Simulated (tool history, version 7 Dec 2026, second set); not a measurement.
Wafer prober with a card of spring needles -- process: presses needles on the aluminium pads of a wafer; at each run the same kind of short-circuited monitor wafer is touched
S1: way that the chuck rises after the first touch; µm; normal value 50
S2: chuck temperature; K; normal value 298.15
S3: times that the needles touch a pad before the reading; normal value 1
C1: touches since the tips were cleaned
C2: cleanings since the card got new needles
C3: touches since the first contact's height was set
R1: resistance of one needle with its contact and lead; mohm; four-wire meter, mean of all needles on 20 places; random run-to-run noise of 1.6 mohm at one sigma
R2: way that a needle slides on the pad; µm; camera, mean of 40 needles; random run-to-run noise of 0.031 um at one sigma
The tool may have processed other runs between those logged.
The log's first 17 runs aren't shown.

run 18 hour=179.7 | S1=50 S2=298.15 S3=1 | C1=3822 C2=20 C3=40923 | R1=161 R2=13.24
-- hour=189.4 tips cleaned on abrasive film
run 19 hour=192.7 | S1=50 S2=316.15 S3=3 | C1=512 C2=21 C3=42930 | R1=163 R2=13.31
run 20 hour=207.1 | S1=42 S2=333.15 S3=1 | C1=2751 C2=21 C3=45169 | R1=170 R2=11.14
run 21 hour=214.8 | S1=38 S2=333.15 S3=2 | C1=3961 C2=21 C3=46379 | R1=175 R2=10.10
-- hour=223.6 tips cleaned on abrasive film
run 22 hour=228.0 | S1=32 S2=298.15 S3=2 | C1=692 C2=22 C3=48421 | R1=169 R2=8.51
run 23 hour=240.1 | S1=35 S2=298.15 S3=2 | C1=2578 C2=22 C3=50307 | R1=168 R2=9.29
run 24 hour=247.5 | S1=35 S2=298.15 S3=2 | C1=3729 C2=22 C3=51458 | R1=169 R2=9.34
-- hour=257.4 tips cleaned on abrasive film
run 25 hour=259.3 | S1=39 S2=318.15 S3=2 | C1=295 C2=23 C3=53287 | R1=173 R2=10.39
run 26 hour=268.8 | S1=50 S2=358.15 S3=3 | C1=1786 C2=23 C3=54778 | R1=169 R2=13.39
run 27 hour=284.9 | S1=50 S2=298.15 S3=1 | C1=4297 C2=23 C3=57289 | R1=159 R2=13.32
-- hour=291.9 tips cleaned on abrasive film
run 28 hour=292.7 | S1=50 S2=375.15 S3=1 | C1=132 C2=24 C3=58493 | R1=172 R2=13.39
run 29 hour=308.0 | S1=50 S2=375.15 S3=1 | C1=2518 C2=24 C3=60879 | R1=176 R2=13.43
run 30 hour=316.8 | S1=51 S2=350.15 S3=1 | C1=3881 C2=24 C3=62242 | R1=169 R2=13.68
run 31 hour=324.4 | S1=44 S2=379.15 S3=1 | C1=5079 C2=24 C3=63440 | R1=177 R2=11.76
-- hour=326.0 tips cleaned on abrasive film
run 32 hour=331.9 | S1=44 S2=379.15 S3=1 | C1=929 C2=25 C3=64595 | R1=178 R2=11.82
run 33 hour=341.2 | S1=53 S2=342.15 S3=2 | C1=2372 C2=25 C3=66038 | R1=166 R2=14.24
-- hour=343.2 gauge calibrated
run 34 hour=348.5 | S1=53 S2=332.15 S3=2 | C1=3518 C2=25 C3=67184 | R1=165 R2=13.83
run 35 hour=357.0 | S1=52 S2=298.15 S3=1 | C1=4844 C2=25 C3=68510 | R1=158 R2=13.59
-- hour=359.9 tips cleaned on abrasive film
run 36 hour=373.9 | S1=50 S2=303.15 S3=1 | C1=2191 C2=26 C3=71133 | R1=158 R2=13.05

Forecast each of these 3 alternatives for the next run:
run A hour=386.8 | S1=34 S2=327.15 S3=2 | C1=4204 C2=26 C3=73146 | R1=? R2=?
run B hour=386.8 | S1=62 S2=343.15 S3=2 | C1=4204 C2=26 C3=73146 | R1=? R2=?
run C hour=386.8 | S1=56 S2=301.15 S3=1 | C1=4204 C2=26 C3=73146 | R1=? R2=?

run=A R1=175 R2=8.87
run=B R1=161 R2=16.25
run=C R1=158 R2=14.68
Without the tool's unlogged condition, the same runs would have read:
run=A R1=175 R2=8.84
run=B R1=161 R2=16.19
run=C R1=158 R2=14.63
